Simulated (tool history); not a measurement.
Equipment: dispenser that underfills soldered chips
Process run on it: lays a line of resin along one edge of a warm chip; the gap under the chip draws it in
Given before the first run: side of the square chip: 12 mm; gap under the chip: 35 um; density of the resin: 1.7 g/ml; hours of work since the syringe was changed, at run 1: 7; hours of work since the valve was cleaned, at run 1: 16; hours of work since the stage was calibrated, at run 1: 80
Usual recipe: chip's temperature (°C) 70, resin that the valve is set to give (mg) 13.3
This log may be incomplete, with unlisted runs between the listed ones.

run	hour	chip's temperature (°C)	resin that the valve is set to give (mg)	hours of work since the syringe was changed	hours of work since the valve was cleaned	hours of work since the stage was calibrated	time until the resin shows at the far edge (s)	resin that the valve gave (mg)
1	0	70	13.3	7	16	80	201.8	13.12
# hour 0.7: new syringe of resin
2	4.6	70	13.3	3	20	84	178.1	13.11
# hour 9.9: new syringe of resin
3	11.5	70	13.3	1	25	89	162.5	13
4	18.2	70	13.3	6	30	94	203.3	13.01
# hour 18.9: new syringe of resin
5	25.5	70	13.3	5	35	99	194.9	12.88
# hour 27.9: new syringe of resin
6	30.4	70	13.3	2	39	103	172.6	12.83
7	35.9	70	13.3	6	43	107	203.6	12.76
# hour 37.1: new syringe of resin
8	40.7	70	15.8	3	47	110	169.6	15.14
# hour 46.4: new syringe of resin
9	46.4	70	13.3	0	51	114	157.9	12.69
# hour 50.8: dispensing valve cleaned and set on the balance
10	53.8	70	13.3	5	2	119	193.2	13.29
# hour 56.3: new syringe of resin
11	58.6	70	13.3	2	6	123	172	13.29
12	64.7	70	13.3	6	10	127	208.2	13.1
# hour 65.3: new syringe of resin
13	68.5	70	13.3	2	13	130	169.7	13.18
14	73.9	70	13.3	7	17	134	202.9	13.1
# hour 74.6: new syringe of resin
15	78.8	70	13.3	3	21	138	181.8	12.99
# hour 83.7: new syringe of resin
16	86.5	70	13.3	2	26	144	172.4	12.98
17	91.8	70	16.2	6	31	148	201.7	15.75
# hour 93.2: new syringe of resin
18	96.6	63	15.2	3	34	151	239.2	14.71
19	100.9	75	11.6	6	37	154	164.8	11.26
# hour 102.2: new syringe of resin
20	107	81	16.4	4	42	159	110.5	15.73
# hour 111.3: new syringe of resin
21	113.9	64	14.5	2	47	164	218.8	13.86
22	119	67	17.3	6	51	168	228.5	16.46
# hour 120.4: new syringe of resin
# hour 123.4: dispensing valve cleaned and set on the balance
23	125.6	65	11.8	3	2	172	226.9	11.81
24	128.9	80	16.2	6	4	174	122.9	16.18
# hour 130.4: new syringe of resin
25	133.7	80	16.2	3	8	178	108.3	16.13
26	138	80	16.2	6	11	181	126	16.04
# hour 139.3: new syringe of resin
27	141.4	64	13.6	2	13	184	220.9	13.49
28	147.1	80	14.9	6	18	188	127	14.6
# hour 148.3: new syringe of resin
29	154.2	68	12.8	5	23	193	209.1	12.59
# hour 157.7: new syringe of resin
30	159.4	60	13.6	1	27	197	266.1	13.26
31	164.7	74	14.9	5	31	201	161.4	14.49
# hour 166.8: new syringe of resin
32	170.9	84	13	3	35	205	98.9	12.62
# hour 176: new syringe of resin
33	178.1	84	13	2	41	211	92.2	12.5
34	182.6	84	13	5	44	214	107.9	12.49

What if the next run were any one of these 3? Each begins from the tool's condition after run 34:
# hour 185.2: new syringe of resin
A	188.3	69	14.1	2	48	218	?	?
# hour 185.2: new syringe of resin
B	188.3	77	13.3	2	48	218	?	?
# hour 185.2: new syringe of resin
C	188.3	74	16.8	2	48	218	?	?

run	time until the resin shows at the far edge (s)	resin that the valve gave (mg)
A	184.8	13.49
B	132.4	12.72
C	146	16.03
Without the tool's hidden state the same runs would have given:
run	time until the resin shows at the far edge (s)	resin that the valve gave (mg)
A	160.5	14.12
B	114.9	13.32
C	127.3	16.78
